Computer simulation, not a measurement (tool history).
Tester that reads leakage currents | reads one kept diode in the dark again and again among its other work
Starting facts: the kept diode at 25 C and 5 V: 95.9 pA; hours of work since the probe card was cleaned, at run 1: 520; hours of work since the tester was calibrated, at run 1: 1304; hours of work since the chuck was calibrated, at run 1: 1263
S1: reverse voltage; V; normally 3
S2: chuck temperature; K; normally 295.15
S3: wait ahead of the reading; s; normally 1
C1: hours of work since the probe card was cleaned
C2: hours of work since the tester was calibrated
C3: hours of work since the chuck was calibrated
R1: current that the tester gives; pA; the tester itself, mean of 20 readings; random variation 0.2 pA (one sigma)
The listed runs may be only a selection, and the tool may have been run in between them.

run,hour,S1,S2,S3,C1,C2,C3,R1
1,0,3,295.15,1,520,1304,1263,73.4
2,32.8,3,307.15,1,535,1319,1278,170.04
3,60.4,3,295.15,1,547,1331,1290,73.62
4,95,3,295.15,1,562,1346,1305,73.71
5,117.7,3,295.15,1,572,1356,1315,73.63
6,144.2,3,295.15,1,583,1368,1326,73.68
7,160.8,3,295.15,1.98,591,1375,1334,73.45
8,185.3,3,295.15,1.98,601,1386,1344,73.39
9,199.5,3,295.15,1.98,608,1392,1351,73.47
10,229.2,3,295.15,1.98,621,1405,1364,73.92
11,259.8,2.27,295.15,1.98,634,1418,1377,67.29
12,279.1,2.27,295.15,1.98,642,1427,1386,67.45
13,299.2,3,295.15,1.66,651,1436,1394,74.04
14,327.6,3,295.15,1.66,664,1448,1407,74.47
15,355.1,1.33,295.15,1,676,1460,1419,55.79
16,370.8,1.33,295.15,1,683,1467,1426,55.93
17,404.3,1.77,295.15,1,697,1482,1440,62.3
18,430.6,3,295.15,7.41,709,1493,1452,74.45
19,450.4,3,302.15,1,718,1502,1461,123.15
20,479.8,3,302.15,1,730,1515,1473,123.58
21,502.7,3,302.15,1,740,1525,1483,123.84
22,533.4,3,302.15,1,754,1538,1497,123.22
23,566.4,3,302.15,1,768,1553,1511,123.7
24,594.8,1.42,330.15,0.48,781,1565,1524,582.32
25,610.5,1.42,330.15,0.48,788,1572,1531,585.51
26,632.6,5.36,327.15,0.4,797,1582,1540,765
27,657.2,5.36,327.15,0.4,808,1592,1551,767.32
28,691.5,5.36,327.15,0.4,823,1608,1566,766.91
29,710.9,3,295.15,2.71,832,1616,1575,76.01
30,745,3,295.15,4.24,847,1631,1590,75.67
31,762.7,1.96,295.15,6.96,854,1639,1597,65.2
32,777.4,1.96,295.15,6.96,861,1645,1604,65.09
33,804.8,1.81,330.15,8.32,873,1657,1616,638.28
34,820.1,3.88,313.15,0.74,880,1664,1623,287.57
35,853.8,7.09,295.15,5.1,894,1679,1637,104.65
36,869,2.04,301.15,2.54,901,1685,1644,101.56
37,903.5,3,320.15,1,916,1700,1659,412.43
38,938,3,324.15,2.47,931,1716,1674,528.86
39,960.6,3,324.15,2.47,941,1725,1684,527.16
40,984.5,3,324.15,2.47,952,1736,1695,532.55
41,1008.1,3,300.15,1,962,1746,1705,109.13

Table of differences, measured result less the result of that run with no hidden state. Run-to-run variation is the same in both. Gauge scatter possibly is not:
Hidden state present: stray current of the dirty probe card, pA a volt; current scale over the true one, %; true chuck temperature over the reading, C; drift of the gauge itself on leakage_pa, %.
run,R1
1,+8.4
2,+16.92
3,+8.65
4,+8.77
5,+8.85
6,+8.96
7,+8.99
8,+9.06
9,+9.11
10,+9.27
11,+8.31
12,+8.39
13,+9.52
14,+9.66
15,+6.82
16,+6.89
17,+7.9
18,+10.01
19,+15.01
20,+15.21
21,+15.36
22,+15.43
23,+15.62
24,+56.9
25,+57.47
26,+78.92
27,+79.66
28,+80.4
29,+11.15
30,+11.22
31,+9.31
32,+9.32
33,+66.13
34,+34.87
35,+18.01
36,+13.76
37,+47.57
38,+59.65
39,+59.84
40,+60.85
41,+16.07

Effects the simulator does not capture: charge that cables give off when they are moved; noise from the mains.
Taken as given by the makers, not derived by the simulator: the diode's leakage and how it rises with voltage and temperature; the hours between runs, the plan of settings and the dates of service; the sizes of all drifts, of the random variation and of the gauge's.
